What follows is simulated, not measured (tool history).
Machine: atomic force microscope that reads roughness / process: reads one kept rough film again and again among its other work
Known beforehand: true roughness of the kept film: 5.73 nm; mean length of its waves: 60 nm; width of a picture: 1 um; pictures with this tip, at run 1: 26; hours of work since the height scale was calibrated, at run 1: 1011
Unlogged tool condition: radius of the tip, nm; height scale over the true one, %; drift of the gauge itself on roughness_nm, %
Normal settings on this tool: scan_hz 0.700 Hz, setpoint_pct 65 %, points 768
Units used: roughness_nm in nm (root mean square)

| run | hour | scan_hz | setpoint_pct | points | pictures with this tip | hours of work since the height scale was calibrated | roughness_nm |
|---|---|---|---|---|---|---|---|
| 1 | 0.0 | 0.700 | 65 | 768 | 26 | 1011 | 5.382 |
| 2 | 47.0 | 0.700 | 65 | 768 | 113 | 1044 | 5.253 |
| 3 | 100.6 | 0.700 | 65 | 768 | 213 | 1081 | 5.074 |
|  | 121.9 | new tip fitted |
| 4 | 130.9 | 0.700 | 65 | 768 | 17 | 1102 | 5.366 |
| 5 | 176.9 | 0.700 | 65 | 768 | 102 | 1135 | 5.264 |
| 6 | 204.0 | 0.700 | 82 | 768 | 152 | 1154 | 5.014 |
| 7 | 251.2 | 0.700 | 82 | 768 | 240 | 1187 | 4.841 |
|  | 259.4 | new tip fitted |
| 8 | 283.3 | 0.700 | 65 | 768 | 44 | 1209 | 5.378 |
| 9 | 327.0 | 0.700 | 65 | 768 | 126 | 1240 | 5.182 |
| 10 | 357.3 | 0.700 | 81 | 768 | 182 | 1261 | 4.938 |
| 11 | 392.0 | 0.700 | 81 | 768 | 247 | 1286 | 4.846 |
|  | 397.6 | new tip fitted |
| 12 | 446.8 | 0.700 | 65 | 768 | 92 | 1324 | 5.305 |
| 13 | 500.1 | 0.700 | 78 | 768 | 191 | 1361 | 4.962 |
|  | 536.1 | new tip fitted |
| 14 | 556.3 | 0.514 | 65 | 768 | 38 | 1401 | 5.414 |
| 15 | 604.0 | 3.781 | 65 | 768 | 127 | 1434 | 4.688 |
| 16 | 655.0 | 3.781 | 65 | 768 | 221 | 1470 | 4.557 |
|  | 673.2 | new tip fitted |
| 17 | 681.1 | 3.781 | 65 | 768 | 15 | 1488 | 4.873 |
| 18 | 712.7 | 0.952 | 65 | 283 | 74 | 1510 | 5.262 |
|  | 716.7 | height scale calibrated on a step standard |
| 19 | 756.2 | 0.952 | 65 | 283 | 153 | 28 | 5.186 |
| 20 | 807.4 | 0.887 | 63 | 658 | 248 | 64 | 5.064 |
|  | 811.7 | new tip fitted |
|  | 859.7 | height scale calibrated on a step standard, once more |
| 21 | 867.7 | 2.353 | 72 | 459 | 102 | 6 | 4.724 |
| 22 | 904.5 | 2.353 | 86 | 459 | 170 | 32 | 4.102 |
| 23 | 933.2 | 3.691 | 62 | 601 | 224 | 52 | 4.632 |
|  | 948.6 | new tip fitted |
| 24 | 987.4 | 0.850 | 62 | 752 | 72 | 90 | 5.232 |
| 25 | 1015.4 | 2.143 | 89 | 357 | 124 | 109 | 4.078 |
| 26 | 1044.4 | 2.143 | 89 | 357 | 178 | 130 | 4.038 |
|  | 1085.1 | new tip fitted |
| 27 | 1088.1 | 2.143 | 89 | 357 | 5 | 160 | 4.228 |
| 28 | 1111.8 | 2.755 | 69 | 708 | 50 | 177 | 4.783 |
| 29 | 1159.5 | 2.755 | 69 | 708 | 138 | 210 | 4.638 |
| 30 | 1201.4 | 1.212 | 69 | 869 | 216 | 240 | 4.856 |
|  | 1223.2 | new tip fitted |
| 31 | 1258.9 | 1.212 | 69 | 869 | 67 | 280 | 5.124 |

Below are 4 alternative next runs, each starting from the tool's condition after run 31. Predict each:
| A | 1313.3 | 1.212 | 60 | 869 | 168 | 318 | ? |
| B | 1313.3 | 1.212 | 57 | 325 | 168 | 318 | ? |
| C | 1313.3 | 0.700 | 65 | 482 | 168 | 318 | ? |
| D | 1313.3 | 2.824 | 81 | 768 | 168 | 318 | ? |

| run | roughness_nm |
|---|---|
| A | 5.058 |
| B | 5.125 |
| C | 5.084 |
| D | 4.175 |
Without the tool's unlogged condition, the same runs would have read:
| run | roughness_nm |
|---|---|
| A | 5.294 |
| B | 5.364 |
| C | 5.322 |
| D | 4.370 |
